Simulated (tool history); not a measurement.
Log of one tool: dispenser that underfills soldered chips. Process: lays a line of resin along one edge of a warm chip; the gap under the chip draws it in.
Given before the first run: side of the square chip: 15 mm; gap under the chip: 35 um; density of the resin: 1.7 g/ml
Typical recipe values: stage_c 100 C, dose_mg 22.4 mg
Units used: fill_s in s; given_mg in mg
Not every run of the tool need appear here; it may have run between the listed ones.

run	hour	stage_c	dose_mg	fill_s	given_mg
1	0.0	100	22.4	355.1	21.38
# hour 10.8: new syringe of resin
2	10.8	100	22.4	278.0	21.32
3	19.9	103	22.4	351.4	20.97
4	26.4	100	28.4	510.3	26.84
# hour 27.8: new syringe of resin
5	35.1	100	28.4	359.8	26.78
6	40.7	91	22.4	653.0	20.89
# hour 45.3: new syringe of resin
7	51.4	100	20.8	352.3	19.39
# hour 62.2: new syringe of resin
8	64.3	100	23.1	299.2	21.48
9	72.7	100	23.6	412.3	21.98
# hour 79.5: new syringe of resin
10	80.1	113	23.6	176.2	21.71
11	85.9	113	23.6	221.8	21.87
12	93.1	113	23.6	294.1	21.77
# hour 95.8: dispensing valve cleaned and set on the balance
# hour 97.7: new syringe of resin
13	100.1	113	23.6	177.5	23.63
14	111.6	113	23.6	286.3	23.31
# hour 114.9: new syringe of resin
15	122.3	99	22.4	381.4	22.29
16	131.0	105	22.4	431.4	22.23
# hour 132.4: new syringe of resin
17	140.3	100	23.4	370.0	23.11
18	148.2	90	19.7	744.1	19.37
# hour 149.6: new syringe of resin
19	154.8	110	24.5	228.0	23.85
# hour 166.9: new syringe of resin
20	167.6	111	28.6	186.8	27.72
21	174.8	86	27.0	630.4	26.14
22	182.1	94	20.3	643.1	19.63
# hour 184.4: new syringe of resin
23	192.6	94	20.3	484.6	19.55
24	199.7	110	21.5	343.5	20.67
# hour 201.5: new syringe of resin
25	208.9	110	21.5	252.2	20.46
26	217.9	110	21.5	363.1	20.42
# hour 218.8: new syringe of resin
27	229.9	110	21.5	286.9	20.49
# hour 235.6: new syringe of resin
28	242.1	88	22.5	550.4	21.24
29	249.5	89	24.1	705.8	22.98
# hour 253.0: new syringe of resin
30	257.4	89	24.1	474.4	22.75
31	265.8	89	24.1	671.6	22.55
# hour 270.2: new syringe of resin
32	278.9	89	24.1	573.8	22.52
33	285.4	89	24.1	752.8	22.57
# hour 287.6: new syringe of resin
34	292.2	89	24.1	493.0	22.28

Here are 4 independent what-if runs from the current tool condition. What would each one return?
A	302.0	100	21.1	?	?
B	302.0	100	19.1	?	?
C	302.0	98	19.4	?	?
D	302.0	89	28.3	?	?

run	fill_s	given_mg
A	471.8	19.47
B	499.9	17.54
C	514.1	17.94
D	708.4	26.09
Without the tool's unlogged condition, the same runs would have read:
run	fill_s	given_mg
A	278.2	21.03
B	292.7	18.96
C	301.4	19.38
D	423.0	28.19
